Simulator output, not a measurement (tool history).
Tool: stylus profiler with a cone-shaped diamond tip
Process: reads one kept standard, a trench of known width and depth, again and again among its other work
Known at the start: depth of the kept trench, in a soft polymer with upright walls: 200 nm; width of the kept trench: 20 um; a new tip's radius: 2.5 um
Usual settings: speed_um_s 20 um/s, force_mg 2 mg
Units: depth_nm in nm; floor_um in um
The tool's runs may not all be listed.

Run 1, hour 0: usual settings. Result: depth_nm 202.65 nm, floor_um 17.95 um.
Run 2, hour 128.2: usual settings. Result: depth_nm 202.54 nm, floor_um 17.9 um.
Run 3, hour 250.4: usual settings. Result: depth_nm 202.52 nm, floor_um 17.93 um.
Run 4, hour 350.6: usual settings. Result: depth_nm 202.59 nm, floor_um 17.95 um.
Run 5, hour 491.1: usual settings. Result: depth_nm 202.63 nm, floor_um 17.98 um.
Run 6, hour 594.3: usual settings. Result: depth_nm 202.56 nm, floor_um 17.88 um.
Run 7, hour 679.4: usual settings. Result: depth_nm 202.59 nm, floor_um 17.94 um.
Run 8, hour 782.7: usual settings. Result: depth_nm 202.54 nm, floor_um 17.91 um.
Run 9, hour 868.5: usual settings. Result: depth_nm 202.56 nm, floor_um 17.91 um.
Run 10, hour 965.4: usual settings. Result: depth_nm 202.58 nm, floor_um 17.91 um.
Run 11, hour 1096.4: usual settings but force_mg 0.73 mg. Result: depth_nm 201.32 nm, floor_um 17.88 um.
Run 12, hour 1190.1: usual settings but force_mg 1.61 mg. Result: depth_nm 202.23 nm, floor_um 17.9 um.
Run 13, hour 1254.2: usual settings but force_mg 1.61 mg. Result: depth_nm 202.23 nm, floor_um 17.91 um.
Run 14, hour 1325.5: usual settings but force_mg 1.61 mg. Result: depth_nm 202.23 nm, floor_um 17.89 um.
Run 15, hour 1439.8: usual settings but speed_um_s 11 um/s, force_mg 1.61 mg. Result: depth_nm 202.17 nm, floor_um 17.93 um.
Run 16, hour 1538.9: usual settings but speed_um_s 11 um/s, force_mg 1.61 mg. Result: depth_nm 202.16 nm, floor_um 17.95 um.
Run 17, hour 1644.1: usual settings but speed_um_s 11 um/s, force_mg 1.61 mg. Result: depth_nm 202.25 nm, floor_um 17.96 um.
Run 18, hour 1711.3: usual settings but speed_um_s 63 um/s, force_mg 1.58 mg. Result: depth_nm 202.14 nm, floor_um 17.71 um.
Run 19, hour 1769.4: usual settings but speed_um_s 6 um/s, force_mg 2.36 mg. Result: depth_nm 202.85 nm, floor_um 18 um.
Run 20, hour 1832.6: usual settings but speed_um_s 10 um/s, force_mg 2.11 mg. Result: depth_nm 202.75 nm, floor_um 17.96 um.
Run 21, hour 1965.2: usual settings but speed_um_s 10 um/s, force_mg 2.11 mg. Result: depth_nm 202.68 nm, floor_um 17.98 um.
Run 22, hour 2040: usual settings but speed_um_s 7 um/s, force_mg 2.68 mg. Result: depth_nm 203.11 nm, floor_um 18 um.
Run 23, hour 2161.9: usual settings but speed_um_s 66 um/s, force_mg 4.6 mg. Result: depth_nm 204.51 nm, floor_um 17.8 um.
Run 24, hour 2277: usual settings but speed_um_s 15 um/s. Result: depth_nm 202.55 nm, floor_um 17.95 um.
Run 25, hour 2351.7: usual settings but force_mg 3.89 mg. Result: depth_nm 203.98 nm, floor_um 17.92 um.
Run 26, hour 2466.9: usual settings but force_mg 3.89 mg. Result: depth_nm 204.04 nm, floor_um 17.98 um.
Run 27, hour 2565.5: usual settings but force_mg 3.89 mg. Result: depth_nm 203.95 nm, floor_um 17.96 um.
Run 28, hour 2668.5: usual settings but speed_um_s 59 um/s, force_mg 1.69 mg. Result: depth_nm 202.27 nm, floor_um 17.77 um.
Run 29, hour 2751.2: usual settings but speed_um_s 59 um/s, force_mg 1.69 mg. Result: depth_nm 202.29 nm, floor_um 17.74 um.
Run 30, hour 2822.6: usual settings but speed_um_s 59 um/s, force_mg 1.69 mg. Result: depth_nm 202.33 nm, floor_um 17.77 um.
Run 31, hour 2943.8: usual settings but speed_um_s 5 um/s, force_mg 5.15 mg. Result: depth_nm 204.81 nm, floor_um 18.03 um.

Taken out of this log: 2 entries between the listed runs. Where each belongs, and how the hidden state differs across it:
Between runs 10 and 11: height scale calibrated on a step standard (hour 1050.5)
  height scale over the true one, %: 0.006 -> 0
  measured less the result without the state, floor_um: -0.01 -> -0.02 um
Between runs 27 and 28: new tip fitted, height scale calibrated (hour 2663.8)
  radius of the tip, um: 2.57 -> 2.5; height scale over the true one, %: 0.003 -> 0
  measured less the result without the state, floor_um: -0.03 -> +0 um
